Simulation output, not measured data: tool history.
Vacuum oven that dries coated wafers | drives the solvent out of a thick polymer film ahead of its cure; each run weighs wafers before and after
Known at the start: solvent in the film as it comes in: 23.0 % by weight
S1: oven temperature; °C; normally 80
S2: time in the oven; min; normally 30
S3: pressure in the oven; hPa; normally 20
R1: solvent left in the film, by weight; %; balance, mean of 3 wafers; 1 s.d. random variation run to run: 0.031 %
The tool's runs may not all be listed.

run,hour,S1,S2,S3,R1
1,0,80,30,20,1.7
2,42.5,80,30,20,1.65
3,82.5,80,30,20,1.68
4,113.6,80,30,20,1.66
5,147.3,80,30,20,1.72
6,174.2,80,24,20,2.36
7,193.3,93,19,24.1,0.89
8,233,81,43,25.4,1.19
9,261.4,80,21,15.6,2.73

What will run 10 give?
10,301.8,80,21,15.6,?

R1: 2.81 %
On a tool with no hidden condition, and with the same random variation, this run would have come out at R1 2.82 %.

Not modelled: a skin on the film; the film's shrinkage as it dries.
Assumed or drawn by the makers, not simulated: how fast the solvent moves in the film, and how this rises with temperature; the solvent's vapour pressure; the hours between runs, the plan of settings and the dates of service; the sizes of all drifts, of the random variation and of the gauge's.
